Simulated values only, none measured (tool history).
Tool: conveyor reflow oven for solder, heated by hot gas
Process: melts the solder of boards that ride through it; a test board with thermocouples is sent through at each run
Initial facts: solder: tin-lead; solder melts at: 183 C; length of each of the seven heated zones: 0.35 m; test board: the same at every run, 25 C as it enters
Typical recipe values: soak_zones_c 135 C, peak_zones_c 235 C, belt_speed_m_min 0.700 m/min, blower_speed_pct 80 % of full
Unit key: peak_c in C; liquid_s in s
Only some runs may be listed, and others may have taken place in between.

{"run": 1, "hour": 0.0, "soak_zones_c": 135, "peak_zones_c": 235, "belt_speed_m_min": 0.7, "blower_speed_pct": 80, "peak_c": 221.0, "liquid_s": 47.36}
{"run": 2, "hour": 20.6, "soak_zones_c": 135, "peak_zones_c": 235, "belt_speed_m_min": 0.7, "blower_speed_pct": 80, "peak_c": 220.8, "liquid_s": 47.26}
{"run": 3, "hour": 41.2, "soak_zones_c": 135, "peak_zones_c": 235, "belt_speed_m_min": 0.7, "blower_speed_pct": 80, "peak_c": 220.7, "liquid_s": 47.22}
{"run": 4, "hour": 72.7, "soak_zones_c": 135, "peak_zones_c": 235, "belt_speed_m_min": 0.7, "blower_speed_pct": 80, "peak_c": 220.5, "liquid_s": 47.19}
{"run": 5, "hour": 108.9, "soak_zones_c": 135, "peak_zones_c": 235, "belt_speed_m_min": 0.7, "blower_speed_pct": 80, "peak_c": 220.9, "liquid_s": 47.25}
{"run": 6, "hour": 139.6, "soak_zones_c": 148, "peak_zones_c": 235, "belt_speed_m_min": 0.7, "blower_speed_pct": 80, "peak_c": 222.5, "liquid_s": 51.86}
{"run": 7, "hour": 171.3, "soak_zones_c": 135, "peak_zones_c": 235, "belt_speed_m_min": 0.7, "blower_speed_pct": 80, "peak_c": 220.2, "liquid_s": 47.27}
{"run": 8, "hour": 204.7, "soak_zones_c": 135, "peak_zones_c": 235, "belt_speed_m_min": 0.7, "blower_speed_pct": 80, "peak_c": 220.6, "liquid_s": 47.24}
{"run": 9, "hour": 235.9, "soak_zones_c": 127, "peak_zones_c": 235, "belt_speed_m_min": 0.7, "blower_speed_pct": 80, "peak_c": 219.3, "liquid_s": 44.68}
{"run": 10, "hour": 259.4, "soak_zones_c": 127, "peak_zones_c": 235, "belt_speed_m_min": 0.7, "blower_speed_pct": 80, "peak_c": 219.1, "liquid_s": 44.38}
{"run": 11, "hour": 287.5, "soak_zones_c": 129, "peak_zones_c": 227, "belt_speed_m_min": 0.64, "blower_speed_pct": 80, "peak_c": 214.4, "liquid_s": 47.1}
{"hour": 310.0, "done": "flux residue cleaned out of gas plates and filters"}
{"run": 12, "hour": 313.3, "soak_zones_c": 129, "peak_zones_c": 227, "belt_speed_m_min": 0.64, "blower_speed_pct": 80, "peak_c": 215.0, "liquid_s": 47.66}
{"run": 13, "hour": 342.3, "soak_zones_c": 135, "peak_zones_c": 235, "belt_speed_m_min": 0.59, "blower_speed_pct": 80, "peak_c": 225.1, "liquid_s": 59.65}
{"run": 14, "hour": 359.0, "soak_zones_c": 135, "peak_zones_c": 235, "belt_speed_m_min": 0.7, "blower_speed_pct": 80, "peak_c": 220.9, "liquid_s": 47.56}
{"run": 15, "hour": 398.7, "soak_zones_c": 135, "peak_zones_c": 235, "belt_speed_m_min": 0.684, "blower_speed_pct": 67, "peak_c": 219.2, "liquid_s": 47.6}
{"run": 16, "hour": 434.5, "soak_zones_c": 138, "peak_zones_c": 245, "belt_speed_m_min": 0.7, "blower_speed_pct": 80, "peak_c": 229.7, "liquid_s": 52.51}
{"run": 17, "hour": 470.5, "soak_zones_c": 135, "peak_zones_c": 233, "belt_speed_m_min": 0.7, "blower_speed_pct": 80, "peak_c": 218.7, "liquid_s": 46.5}
{"run": 18, "hour": 494.2, "soak_zones_c": 123, "peak_zones_c": 243, "belt_speed_m_min": 0.7, "blower_speed_pct": 80, "peak_c": 225.8, "liquid_s": 47.32}

Below, each run's measurement less what the same run would have read without the hidden state. Both values contain the same run-to-run variation, but the gauge's scatter may not be the same in both:
Hidden state present: heat that the gas passes to the board, % of a clean oven's; belt's true speed, % of the reading; true gas temperature in zones 6 and 7 over the reading, C; drift of the gauge itself on peak_c, C; drift of the gauge itself on liquid_s, %.
run=1 peak_c=-0.6 liquid_s=+0.34
run=2 peak_c=-0.6 liquid_s=+0.32
run=3 peak_c=-0.7 liquid_s=+0.30
run=4 peak_c=-0.8 liquid_s=+0.27
run=5 peak_c=-0.8 liquid_s=+0.24
run=6 peak_c=-0.9 liquid_s=+0.37
run=7 peak_c=-1.0 liquid_s=+0.19
run=8 peak_c=-1.1 liquid_s=+0.16
run=9 peak_c=-1.1 liquid_s=+0.04
run=10 peak_c=-1.2 liquid_s=+0.02
run=11 peak_c=-1.2 liquid_s=-0.09
run=12 peak_c=-0.6 liquid_s=+0.52
run=13 peak_c=-0.7 liquid_s=+0.75
run=14 peak_c=-0.6 liquid_s=+0.55
run=15 peak_c=-0.6 liquid_s=+0.52
run=16 peak_c=-0.8 liquid_s=+0.66
run=17 peak_c=-0.9 liquid_s=+0.42
run=18 peak_c=-0.9 liquid_s=+0.48
